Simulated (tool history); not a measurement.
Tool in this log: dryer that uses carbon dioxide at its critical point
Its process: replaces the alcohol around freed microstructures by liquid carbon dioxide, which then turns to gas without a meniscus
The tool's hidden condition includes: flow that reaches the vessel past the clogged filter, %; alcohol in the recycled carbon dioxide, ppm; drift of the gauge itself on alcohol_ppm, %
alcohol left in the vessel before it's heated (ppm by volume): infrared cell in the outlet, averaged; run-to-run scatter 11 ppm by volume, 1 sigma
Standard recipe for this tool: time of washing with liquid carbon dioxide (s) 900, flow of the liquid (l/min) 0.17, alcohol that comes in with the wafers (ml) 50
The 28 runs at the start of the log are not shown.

| run | hour | time of washing with liquid carbon dioxide (s) | flow of the liquid (l/min) | alcohol that comes in with the wafers (ml) | hours of work since the filter was changed | hours of work since the purifier's bed was changed | alcohol left in the vessel before it's heated (ppm by volume) |
|---|---|---|---|---|---|---|---|
| 29 | 1020.6 | 720 | 0.289 | 31 | 134 | 1099 | 157 |
| 30 | 1047.6 | 780 | 0.157 | 110 | 155 | 1119 | 5151 |
|  | 1054.7 | inlet filter changed |
|  | 1075.5 | purifier's bed changed |
| 31 | 1103 | 540 | 0.196 | 50 | 35 | 21 | 3238 |
| 32 | 1128.1 | 540 | 0.121 | 34 | 54 | 40 | 8642 |
| 33 | 1162 | 840 | 0.161 | 89 | 80 | 66 | 2523 |
| 34 | 1198.8 | 840 | 0.161 | 89 | 108 | 94 | 2684 |
| 35 | 1250.1 | 540 | 0.108 | 54 | 147 | 134 | 19089 |
|  | 1268 | inlet filter changed |
| 36 | 1296.5 | 840 | 0.125 | 54 | 22 | 168 | 3745 |
| 37 | 1339 | 780 | 0.245 | 38 | 54 | 201 | 157 |
| 38 | 1374.7 | 1320 | 0.156 | 109 | 82 | 228 | 345 |
| 39 | 1418.9 | 1440 | 0.17 | 78 | 115 | 262 | 91 |
| 40 | 1465.9 | 1440 | 0.17 | 78 | 152 | 298 | 112 |
|  | 1477.6 | inlet filter changed |
| 41 | 1514 | 960 | 0.186 | 49 | 28 | 334 | 325 |
| 42 | 1560.7 | 1320 | 0.122 | 97 | 64 | 370 | 1272 |
| 43 | 1586.7 | 900 | 0.238 | 54 | 84 | 390 | 137 |
| 44 | 1621.5 | 1440 | 0.287 | 50 | 110 | 416 | 30 |
| 45 | 1652.2 | 540 | 0.287 | 33 | 134 | 440 | 507 |
|  | 1689 | inlet filter changed |
| 46 | 1704.9 | 540 | 0.287 | 33 | 12 | 480 | 399 |

3 options for the next run, each taken on its own from the tool as it stands now. Forecast them:
| A | 1743.3 | 600 | 0.17 | 61 | 42 | 509 | ? |
| B | 1743.3 | 1140 | 0.113 | 58 | 42 | 509 | ? |
| C | 1743.3 | 900 | 0.188 | 20 | 42 | 509 | ? |

| run | alcohol left in the vessel before it's heated (ppm by volume) |
|---|---|
| A | 4490 |
| B | 2052 |
| C | 207 |
Had the tool no hidden state, the same runs would have come out as:
| run | alcohol left in the vessel before it's heated (ppm by volume) |
|---|---|
| A | 4161 |
| B | 1854 |
| C | 154 |

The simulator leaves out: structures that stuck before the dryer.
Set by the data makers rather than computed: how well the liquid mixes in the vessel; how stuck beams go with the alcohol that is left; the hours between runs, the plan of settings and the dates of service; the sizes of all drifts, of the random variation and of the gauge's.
